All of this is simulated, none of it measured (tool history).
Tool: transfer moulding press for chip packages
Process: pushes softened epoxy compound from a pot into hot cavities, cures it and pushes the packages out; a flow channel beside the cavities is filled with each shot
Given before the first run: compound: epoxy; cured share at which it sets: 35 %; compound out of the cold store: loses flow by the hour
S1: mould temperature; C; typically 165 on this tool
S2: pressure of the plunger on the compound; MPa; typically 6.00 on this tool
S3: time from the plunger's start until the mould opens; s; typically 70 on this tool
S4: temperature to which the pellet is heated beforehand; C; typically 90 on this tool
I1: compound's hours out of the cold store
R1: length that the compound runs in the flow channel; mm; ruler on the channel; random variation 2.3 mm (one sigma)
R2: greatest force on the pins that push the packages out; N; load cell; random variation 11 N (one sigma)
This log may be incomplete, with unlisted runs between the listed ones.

run,day,S1,S2,S3,S4,I1,R1,R2
1,0.000,165,6.00,70,90,40.9,472,840
2,0.400,165,6.00,70,90,12.2,534,907
# day 0.750: cavities cleaned with cleaning compound and waxed
3,0.838,165,6.00,70,90,42.8,469,561
4,1.225,165,6.00,70,90,43.5,465,640
5,1.604,165,6.00,70,90,30.4,494,719
6,1.808,165,6.00,70,90,43.0,472,758
7,2.025,162,6.00,70,90,35.9,484,941
8,2.296,162,6.00,70,90,29.2,497,981
9,2.658,165,6.00,70,90,26.8,495,873
10,2.904,165,6.00,70,90,22.8,509,933
11,3.096,165,5.50,70,90,39.8,452,891
# day 3.279: cavities cleaned with cleaning compound and waxed
12,3.417,165,5.50,70,90,24.9,478,566
13,3.696,165,5.50,63,90,9.1,514,822
14,4.108,165,5.50,63,90,14.8,498,925
15,4.512,163,5.62,71,90,27.1,480,872
16,4.938,163,4.62,71,95,29.5,427,939
17,5.208,162,6.00,101,96,33.1,481,739
18,5.621,162,6.00,101,96,45.5,458,815
# day 5.821: cavities cleaned with cleaning compound and waxed
19,5.992,161,5.52,70,84,29.3,472,714
20,6.217,167,6.73,71,90,32.6,508,571
21,6.562,165,6.00,70,94,21.6,505,719
22,6.958,165,6.00,91,94,29.5,481,670
23,7.321,164,4.63,70,90,26.5,435,880
24,7.617,164,4.58,70,99,17.3,442,930
25,7.933,164,4.58,70,99,47.0,391,857
26,8.179,164,4.58,70,99,24.8,430,959
# day 8.358: cavities cleaned with cleaning compound and waxed
27,8.608,166,4.58,90,99,9.4,456,523
28,8.962,165,6.00,74,90,44.2,453,649

Predict each of these 5 candidate next runs independently; none follows another, all start after run 28:
A,9.267,161,4.84,70,91,43.3,?,?
B,9.267,163,6.00,51,84,13.0,?,?
C,9.267,165,6.00,96,89,17.0,?,?
D,9.267,165,5.94,90,90,27.3,?,?
E,9.267,159,5.06,94,90,47.7,?,?

run,R1,R2
A,409,890
B,522,1795
C,509,608
D,479,626
E,415,665
With no hidden state in the tool, these same runs would have given:
run,R1,R2
A,432,654
B,551,1319
C,537,421
D,506,435
E,439,472

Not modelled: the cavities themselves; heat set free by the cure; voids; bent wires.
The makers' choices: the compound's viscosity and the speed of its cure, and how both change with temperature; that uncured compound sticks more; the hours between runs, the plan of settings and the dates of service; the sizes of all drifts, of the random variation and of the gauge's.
